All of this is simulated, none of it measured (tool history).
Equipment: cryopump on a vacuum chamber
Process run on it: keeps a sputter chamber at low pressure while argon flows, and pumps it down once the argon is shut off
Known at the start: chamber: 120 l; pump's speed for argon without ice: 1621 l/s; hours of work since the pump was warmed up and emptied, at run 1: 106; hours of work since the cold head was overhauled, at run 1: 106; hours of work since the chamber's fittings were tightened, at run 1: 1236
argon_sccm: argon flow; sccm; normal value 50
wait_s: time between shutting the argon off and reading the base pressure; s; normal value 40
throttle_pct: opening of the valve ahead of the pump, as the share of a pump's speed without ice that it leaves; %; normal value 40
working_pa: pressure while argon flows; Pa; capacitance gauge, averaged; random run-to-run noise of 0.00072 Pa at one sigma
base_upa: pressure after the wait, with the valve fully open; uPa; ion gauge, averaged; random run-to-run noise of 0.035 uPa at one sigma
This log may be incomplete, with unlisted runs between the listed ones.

| run | hour | argon_sccm | wait_s | throttle_pct | hours of work since the pump was warmed up and emptied | hours of work since the cold head was overhauled | hours of work since the chamber's fittings were tightened | working_pa | base_upa |
|---|---|---|---|---|---|---|---|---|---|
| 1 | 0.0 | 50 | 40 | 40 | 106 | 106 | 1236 | 0.1309 | 2.34 |
| 2 | 37.3 | 28 | 40 | 40 | 131 | 131 | 1262 | 0.0741 | 2.41 |
| 3 | 74.3 | 50 | 40 | 40 | 156 | 156 | 1287 | 0.1327 | 2.45 |
| 4 | 92.0 | 50 | 40 | 40 | 168 | 168 | 1299 | 0.1321 | 2.41 |
| 5 | 124.0 | 50 | 40 | 17 | 190 | 190 | 1321 | 0.3086 | 2.39 |
| 6 | 144.5 | 50 | 40 | 17 | 204 | 204 | 1335 | 0.3070 | 2.38 |
| 7 | 171.0 | 49 | 40 | 17 | 222 | 222 | 1353 | 0.3007 | 2.41 |
| 8 | 189.4 | 49 | 40 | 17 | 235 | 235 | 1366 | 0.3035 | 2.40 |
| 9 | 229.3 | 49 | 40 | 17 | 262 | 262 | 1393 | 0.3057 | 2.47 |
| 10 | 253.6 | 49 | 40 | 17 | 279 | 279 | 1409 | 0.3024 | 2.41 |
| 11 | 284.3 | 49 | 40 | 54 | 300 | 300 | 1430 | 0.0987 | 2.50 |
| 12 | 305.5 | 49 | 40 | 54 | 314 | 314 | 1445 | 0.0981 | 2.46 |
| 13 | 342.3 | 50 | 40 | 17 | 339 | 339 | 1470 | 0.3109 | 2.49 |
| 14 | 360.7 | 50 | 40 | 28 | 352 | 352 | 1482 | 0.1918 | 2.57 |
| 15 | 383.0 | 50 | 40 | 28 | 367 | 367 | 1498 | 0.1905 | 2.57 |
| 16 | 412.4 | 50 | 40 | 28 | 387 | 387 | 1518 | 0.1915 | 2.52 |
| 17 | 442.8 | 50 | 40 | 28 | 408 | 408 | 1538 | 0.1893 | 2.57 |
| 18 | 470.6 | 50 | 40 | 28 | 427 | 427 | 1557 | 0.1901 | 2.47 |
| 19 | 502.9 | 22 | 40 | 17 | 449 | 449 | 1579 | 0.1373 | 2.59 |
| 20 | 532.3 | 22 | 40 | 17 | 469 | 469 | 1600 | 0.1370 | 2.52 |

Run 21, settings as shown, results not yet in. Your forecast:
| 21 | 572.2 | 22 | 40 | 17 | 496 | 496 | 1627 | ? | ? |

{"run 21": {"working_pa": 0.1372, "base_upa": 2.56}}
Minus the tool's unlogged condition, the same run would have read working_pa 0.1343 Pa, base_upa 1.90 uPa.
